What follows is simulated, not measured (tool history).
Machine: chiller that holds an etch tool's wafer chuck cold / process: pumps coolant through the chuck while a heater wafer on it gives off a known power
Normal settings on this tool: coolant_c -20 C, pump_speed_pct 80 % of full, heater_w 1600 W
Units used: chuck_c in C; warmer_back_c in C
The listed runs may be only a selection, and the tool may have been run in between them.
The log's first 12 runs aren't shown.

run 13 day=15.033 | coolant_c=-20 pump_speed_pct=80 heater_w=1600 | chuck_c=-1 warmer_back_c=6.74
run 14 day=15.975 | coolant_c=-20 pump_speed_pct=80 heater_w=1600 | chuck_c=-0.8 warmer_back_c=6.69
run 15 day=17.004 | coolant_c=-20 pump_speed_pct=80 heater_w=1600 | chuck_c=-0.8 warmer_back_c=6.73
run 16 day=17.858 | coolant_c=-20 pump_speed_pct=80 heater_w=1600 | chuck_c=-0.8 warmer_back_c=6.64
run 17 day=19.467 | coolant_c=-20 pump_speed_pct=80 heater_w=1600 | chuck_c=-0.7 warmer_back_c=6.66
run 18 day=21.129 | coolant_c=-27 pump_speed_pct=80 heater_w=1600 | chuck_c=-7.7 warmer_back_c=6.76
run 19 day=22.512 | coolant_c=-18 pump_speed_pct=76 heater_w=1330 | chuck_c=-1.3 warmer_back_c=5.88
run 20 day=23.379 | coolant_c=-20 pump_speed_pct=67 heater_w=2022 | chuck_c=7.6 warmer_back_c=10.01
run 21 day=24.392 | coolant_c=-13 pump_speed_pct=92 heater_w=1600 | chuck_c=4.7 warmer_back_c=5.9
-- day=24.662 chiller's thermometer calibrated
run 22 day=25.333 | coolant_c=-22 pump_speed_pct=83 heater_w=1529 | chuck_c=-4 warmer_back_c=6.27
run 23 day=26.925 | coolant_c=-27 pump_speed_pct=86 heater_w=925 | chuck_c=-16.3 warmer_back_c=3.63
run 24 day=27.7 | coolant_c=-21 pump_speed_pct=64 heater_w=925 | chuck_c=-7.8 warmer_back_c=4.83
run 25 day=29.092 | coolant_c=-21 pump_speed_pct=64 heater_w=925 | chuck_c=-7.7 warmer_back_c=4.82
run 26 day=30.367 | coolant_c=-17 pump_speed_pct=74 heater_w=1600 | chuck_c=3.7 warmer_back_c=7.25
run 27 day=31.196 | coolant_c=-17 pump_speed_pct=74 heater_w=1600 | chuck_c=3.7 warmer_back_c=7.27
run 28 day=32.867 | coolant_c=-20 pump_speed_pct=96 heater_w=1600 | chuck_c=-2.6 warmer_back_c=5.64
run 29 day=34.496 | coolant_c=-11 pump_speed_pct=81 heater_w=1021 | chuck_c=1.7 warmer_back_c=4.24
run 30 day=36.175 | coolant_c=-21 pump_speed_pct=80 heater_w=1600 | chuck_c=-1.3 warmer_back_c=6.78
run 31 day=37.104 | coolant_c=-21 pump_speed_pct=80 heater_w=1600 | chuck_c=-1.2 warmer_back_c=6.75

Predict each of these 3 candidate next runs independently; none follows another, all start after run 31:
run A day=38.05 | coolant_c=-20 pump_speed_pct=85 heater_w=1600 | chuck_c=? warmer_back_c=?
run B day=38.05 | coolant_c=-21 pump_speed_pct=80 heater_w=1585 | chuck_c=? warmer_back_c=?
run C day=38.05 | coolant_c=-28 pump_speed_pct=80 heater_w=2244 | chuck_c=? warmer_back_c=?

run=A chuck_c=-1.1 warmer_back_c=6.38
run=B chuck_c=-1.4 warmer_back_c=6.72
run=C chuck_c=-0.2 warmer_back_c=9.49
Had the tool no hidden state, the same runs would have come out as:
run=A chuck_c=-2.4 warmer_back_c=6.05
run=B chuck_c=-2.8 warmer_back_c=6.37
run=C chuck_c=-2.1 warmer_back_c=9

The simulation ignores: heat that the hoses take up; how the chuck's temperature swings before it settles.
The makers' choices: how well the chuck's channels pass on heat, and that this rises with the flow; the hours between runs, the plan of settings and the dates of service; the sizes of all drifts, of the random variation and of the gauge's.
